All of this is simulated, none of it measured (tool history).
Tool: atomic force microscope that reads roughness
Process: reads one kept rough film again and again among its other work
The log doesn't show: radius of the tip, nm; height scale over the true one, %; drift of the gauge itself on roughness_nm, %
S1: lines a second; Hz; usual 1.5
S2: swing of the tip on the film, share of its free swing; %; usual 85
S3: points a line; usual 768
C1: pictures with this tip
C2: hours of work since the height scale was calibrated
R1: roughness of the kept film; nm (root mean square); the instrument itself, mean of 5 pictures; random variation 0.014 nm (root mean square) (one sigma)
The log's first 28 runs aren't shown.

run	hour	S1	S2	S3	C1	C2	R1
# hour 1023.6: new tip fitted
29	1037.3	0.94	61	833	22	432	3.913
# hour 1065.8: new tip fitted
30	1074.9	0.94	69	438	14	459	3.848
# hour 1110.3: new tip fitted
31	1112.5	0.94	69	438	4	486	3.889
32	1143.6	1.03	68	768	52	508	3.773
# hour 1152.7: new tip fitted
33	1173.7	0.61	86	811	33	530	3.686
# hour 1195.9: new tip fitted
34	1223	0.59	86	300	42	565	3.69
# hour 1239.5: new tip fitted
35	1253.7	3.47	66	768	22	588	3.447
# hour 1282.4: new tip fitted
36	1295.3	2.23	66	418	20	617	3.628
# hour 1326.6: new tip fitted
37	1330.3	0.51	89	933	5	642	3.773
# hour 1368.8: new tip fitted
38	1378.9	0.57	84	590	16	678	3.756
39	1405.3	1.5	62	415	57	697	3.765
# hour 1412.8: new tip fitted
40	1439	2.05	87	768	40	721	3.084
# hour 1455.8: new tip fitted
41	1474.9	2.05	68	260	29	747	3.613
42	1495.4	2.05	68	260	61	762	3.545
# hour 1499.2: new tip fitted
43	1524.1	1.86	70	438	39	782	3.573
# hour 1543.7: new tip fitted
44	1550.2	2.34	87	438	11	801	3.006
# hour 1586.7: new tip fitted
45	1588	2.34	87	438	2	828	3.016
46	1623.5	1.4	85	488	57	854	3.354
# hour 1632: new tip fitted
47	1670.9	0.6	88	768	60	888	3.655
# hour 1676: new tip fitted
# hour 1717.4: new tip fitted
48	1717.4	0.74	70	361	0	921	3.922
49	1757	1	81	584	61	950	3.562
# hour 1760.7: new tip fitted
50	1781.3	1	81	584	32	967	3.621
# hour 1802.4: new tip fitted
51	1825.9	1	81	584	36	999	3.623

Forecast each of these 3 alternatives for the next run:
# hour 1845.6: new tip fitted
A	1850.1	3.2	85	318	7	1017	?
# hour 1845.6: new tip fitted
B	1850.1	3.2	81	856	7	1017	?
# hour 1845.6: new tip fitted
C	1850.1	3.99	81	930	7	1017	?

run	R1
A	2.835
B	3.024
C	2.83
Without the tool's hidden state the same runs would have given:
run	R1
A	2.807
B	2.993
C	2.802

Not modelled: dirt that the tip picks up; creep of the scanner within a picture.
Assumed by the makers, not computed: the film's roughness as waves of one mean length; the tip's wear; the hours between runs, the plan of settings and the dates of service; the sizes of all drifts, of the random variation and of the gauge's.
